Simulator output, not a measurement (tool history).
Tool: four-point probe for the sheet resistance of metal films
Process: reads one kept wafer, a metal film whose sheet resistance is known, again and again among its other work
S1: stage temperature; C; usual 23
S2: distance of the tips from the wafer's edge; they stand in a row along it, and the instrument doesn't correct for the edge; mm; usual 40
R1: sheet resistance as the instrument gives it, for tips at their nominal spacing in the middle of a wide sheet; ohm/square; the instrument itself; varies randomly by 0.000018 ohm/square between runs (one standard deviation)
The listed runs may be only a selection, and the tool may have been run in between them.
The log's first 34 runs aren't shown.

run    hour  S1  S2        R1
 35  1417.5  24  62  0.089042
 36  1463.7  26   8  0.089261
 37  1493.1  22   8  0.089306
 38  1526.8  21  35  0.089123
 39  1557.6  21  35  0.089126
 40  1593.6  23   5  0.089627
     1598.1  -- new probe head fitted
 41  1640.2  18  51  0.088325
 42  1696.7  18  51  0.088349
 43    1734  19  58  0.088348
 44  1789.2  30  40  0.088375

4 options for the next run, each taken on its own from the tool as it stands now. Forecast them:
  A  1816  19  40   ?
  B  1816  23   8   ?
  C  1816  28  10   ?
  D  1816  29  12   ?

run        R1
  A  0.088394
  B   0.08859
  C  0.088521
  D  0.088479
Without the tool's unlogged condition, the same runs would have read:
run        R1
  A  0.088501
  B  0.088698
  C  0.088629
  D  0.088588
